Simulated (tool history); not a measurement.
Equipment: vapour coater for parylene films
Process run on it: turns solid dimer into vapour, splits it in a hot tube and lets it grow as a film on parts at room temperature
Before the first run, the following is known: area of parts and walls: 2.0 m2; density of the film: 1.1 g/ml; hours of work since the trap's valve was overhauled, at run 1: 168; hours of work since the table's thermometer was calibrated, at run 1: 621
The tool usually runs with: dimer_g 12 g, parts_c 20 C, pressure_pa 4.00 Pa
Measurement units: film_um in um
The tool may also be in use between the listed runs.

run,hour,dimer_g,parts_c,pressure_pa,hours of work since the trap's valve was overhauled,hours of work since the table's thermometer was calibrated,film_um
1,0.0,12,20,4.00,168,621,4.46
2,51.4,12,20,4.00,195,647,4.46
3,110.5,12,20,4.00,225,678,4.44
4,158.4,22,20,4.00,250,703,8.07
5,186.2,22,20,4.00,265,717,8.10
6,224.3,6,20,4.00,284,737,2.20
7,275.4,6,20,4.00,311,763,2.18
8,313.3,12,20,4.00,330,783,4.36
9,366.4,12,20,4.00,358,810,4.35
10,405.5,12,20,4.00,378,830,4.37
11,440.6,8,20,4.00,396,848,2.89
12,494.7,12,20,3.91,424,876,4.38
13,544.0,12,20,3.91,449,902,4.31
# hour 590.3: trap's valve overhauled
14,595.3,12,20,3.91,3,926,4.62
15,636.0,12,20,3.91,24,947,4.59
16,686.3,12,20,3.91,50,973,4.58
17,744.4,12,13,3.91,80,1003,5.23
18,797.1,12,13,3.91,107,1031,5.22
19,841.3,12,13,3.91,130,1053,5.16
20,872.2,12,20,4.88,146,1069,4.32
21,906.7,12,20,6.88,164,1087,3.93
22,939.6,12,20,6.88,181,1104,3.96
23,979.9,6,23,4.00,201,1125,1.94
24,1028.1,6,13,2.86,226,1150,2.54
25,1059.0,12,26,4.00,242,1166,3.36
26,1094.6,12,31,4.00,261,1184,2.64
27,1120.3,10,12,2.37,274,1198,4.21
28,1171.0,16,18,5.47,300,1224,6.01
29,1212.0,14,19,5.47,321,1245,5.02
30,1253.2,14,19,5.47,343,1266,5.00
31,1284.1,14,19,5.47,359,1282,4.96
32,1341.2,16,20,3.23,388,1312,6.10
33,1395.8,12,20,2.00,416,1340,4.93
34,1439.5,12,20,2.00,439,1363,4.93
35,1488.5,9,15,2.21,464,1388,3.67
# hour 1504.5: trap's valve overhauled
36,1528.9,8,13,8.07,13,1407,3.55
37,1586.6,12,23,7.20,42,1436,3.52
38,1620.6,13,20,2.06,60,1454,5.74
39,1666.4,15,20,4.26,84,1478,5.74
40,1718.7,6,20,4.26,111,1505,2.29
41,1768.5,15,18,8.44,136,1531,5.33
42,1807.7,10,32,4.03,157,1551,2.16
43,1847.7,18,20,4.00,177,1571,6.86

Here are 4 independent what-if runs from the current tool condition. What would each one return?
A,1880.0,16,20,4.94,194,1588,?
B,1880.0,17,13,8.47,194,1588,?
C,1880.0,19,15,2.77,194,1588,?
D,1880.0,8,20,4.00,194,1588,?

run,film_um
A,5.82
B,7.34
C,8.18
D,3.06
With the hidden condition removed and each run's random variation left untouched, the same runs would have given:
run,film_um
A,5.76
B,7.50
C,8.44
D,3.03
